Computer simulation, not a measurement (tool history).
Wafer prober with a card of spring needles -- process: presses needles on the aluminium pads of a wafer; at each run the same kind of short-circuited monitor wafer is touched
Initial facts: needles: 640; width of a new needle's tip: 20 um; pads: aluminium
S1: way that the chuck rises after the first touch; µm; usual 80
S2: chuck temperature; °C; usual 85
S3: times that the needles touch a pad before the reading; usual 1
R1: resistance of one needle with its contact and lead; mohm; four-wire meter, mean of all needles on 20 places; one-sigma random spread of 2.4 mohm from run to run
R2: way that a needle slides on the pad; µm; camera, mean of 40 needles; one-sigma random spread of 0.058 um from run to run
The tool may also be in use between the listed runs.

{"run": 1, "hour": 0.0, "S1": 80, "S2": 85, "S3": 1, "R1": 310, "R2": 18.57}
{"hour": 17.4, "done": "tips cleaned on abrasive film"}
{"hour": 46.1, "done": "tips cleaned on abrasive film"}
{"run": 2, "hour": 56.6, "S1": 80, "S2": 85, "S3": 2, "R1": 295, "R2": 18.56}
{"hour": 75.3, "done": "tips cleaned on abrasive film"}
{"hour": 100.1, "done": "tips cleaned on abrasive film"}
{"run": 3, "hour": 109.8, "S1": 80, "S2": 85, "S3": 2, "R1": 300, "R2": 18.42}
{"hour": 127.8, "done": "tips cleaned on abrasive film"}
{"run": 4, "hour": 141.1, "S1": 80, "S2": 85, "S3": 2, "R1": 303, "R2": 18.46}
{"hour": 155.1, "done": "tips cleaned on abrasive film"}
{"run": 5, "hour": 171.2, "S1": 80, "S2": 85, "S3": 1, "R1": 319, "R2": 18.42}
{"hour": 181.5, "done": "tips cleaned on abrasive film"}
{"run": 6, "hour": 204.5, "S1": 80, "S2": 85, "S3": 1, "R1": 336, "R2": 18.42}
{"hour": 208.7, "done": "tips cleaned on abrasive film"}
{"hour": 234.0, "done": "tips cleaned on abrasive film"}
{"hour": 260.5, "done": "tips cleaned on abrasive film"}
{"run": 7, "hour": 262.4, "S1": 80, "S2": 85, "S3": 1, "R1": 284, "R2": 18.14}
{"hour": 284.6, "done": "tips cleaned on abrasive film"}
{"run": 8, "hour": 300.3, "S1": 80, "S2": 54, "S3": 1, "R1": 321, "R2": 18.25}
{"hour": 308.9, "done": "tips cleaned on abrasive film"}
{"hour": 334.1, "done": "tips cleaned on abrasive film"}
{"hour": 359.3, "done": "tips cleaned on abrasive film"}
{"hour": 362.5, "done": "height of the first contact set anew"}
{"run": 9, "hour": 364.5, "S1": 80, "S2": 75, "S3": 1, "R1": 295, "R2": 17.97}
{"hour": 387.1, "done": "tips cleaned on abrasive film"}
{"run": 10, "hour": 409.6, "S1": 80, "S2": 75, "S3": 1, "R1": 340, "R2": 17.83}
{"hour": 414.3, "done": "tips cleaned on abrasive film"}
{"hour": 438.9, "done": "tips cleaned on abrasive film"}
{"run": 11, "hour": 440.6, "S1": 80, "S2": 89, "S3": 1, "R1": 287, "R2": 17.97}
{"hour": 464.7, "done": "tips cleaned on abrasive film"}
{"run": 12, "hour": 470.3, "S1": 80, "S2": 85, "S3": 1, "R1": 310, "R2": 17.88}
{"hour": 478.2, "done": "height of the first contact set anew, once more"}
{"hour": 492.8, "done": "tips cleaned on abrasive film"}
{"run": 13, "hour": 506.9, "S1": 92, "S2": 101, "S3": 1, "R1": 309, "R2": 21.51}
{"hour": 518.1, "done": "tips cleaned on abrasive film"}
{"hour": 546.9, "done": "tips cleaned on abrasive film"}
{"run": 14, "hour": 550.0, "S1": 84, "S2": 29, "S3": 2, "R1": 267, "R2": 19.63}
{"hour": 572.7, "done": "tips cleaned on abrasive film"}
{"hour": 601.8, "done": "tips cleaned on abrasive film"}
{"run": 15, "hour": 610.2, "S1": 84, "S2": 29, "S3": 2, "R1": 274, "R2": 19.64}
{"hour": 628.3, "done": "tips cleaned on abrasive film"}
{"run": 16, "hour": 651.3, "S1": 65, "S2": 64, "S3": 2, "R1": 323, "R2": 15.11}
{"hour": 655.5, "done": "tips cleaned on abrasive film"}
{"hour": 680.4, "done": "tips cleaned on abrasive film"}
{"run": 17, "hour": 682.2, "S1": 65, "S2": 64, "S3": 2, "R1": 278, "R2": 14.88}
{"hour": 706.5, "done": "tips cleaned on abrasive film"}
{"run": 18, "hour": 724.4, "S1": 73, "S2": 85, "S3": 1, "R1": 344, "R2": 16.94}
{"hour": 731.5, "done": "tips cleaned on abrasive film"}
{"hour": 757.0, "done": "tips cleaned on abrasive film"}
{"run": 19, "hour": 765.8, "S1": 92, "S2": 95, "S3": 2, "R1": 288, "R2": 21.42}
{"hour": 783.3, "done": "tips cleaned on abrasive film"}
{"hour": 808.5, "done": "tips cleaned on abrasive film"}
{"run": 20, "hour": 808.5, "S1": 87, "S2": 64, "S3": 1, "R1": 267, "R2": 20.14}
{"hour": 834.3, "done": "tips cleaned on abrasive film"}
{"run": 21, "hour": 842.4, "S1": 75, "S2": 107, "S3": 3, "R1": 291, "R2": 17.41}
{"hour": 861.6, "done": "tips cleaned on abrasive film"}
{"run": 22, "hour": 878.2, "S1": 75, "S2": 107, "S3": 3, "R1": 297, "R2": 17.33}

Forecast each of these 3 alternatives for the next run:
{"hour": 889.6, "done": "tips cleaned on abrasive film"}
{"hour": 914.1, "done": "tips cleaned on abrasive film"}
{"run": "A", "hour": 923.2, "S1": 64, "S2": 85, "S3": 1, "R1": "?", "R2": "?"}
{"hour": 889.6, "done": "tips cleaned on abrasive film"}
{"hour": 914.1, "done": "tips cleaned on abrasive film"}
{"run": "B", "hour": 923.2, "S1": 73, "S2": 107, "S3": 3, "R1": "?", "R2": "?"}
{"hour": 889.6, "done": "tips cleaned on abrasive film"}
{"hour": 914.1, "done": "tips cleaned on abrasive film"}
{"run": "C", "hour": 923.2, "S1": 74, "S2": 104, "S3": 1, "R1": "?", "R2": "?"}

run=A R1=340 R2=14.66
run=B R1=296 R2=16.89
run=C R1=330 R2=17.00
Take away the tool's hidden state, keep each run's random variation, and the runs would have read:
run=A R1=272 R2=15.00
run=B R1=276 R2=17.23
run=C R1=279 R2=17.33
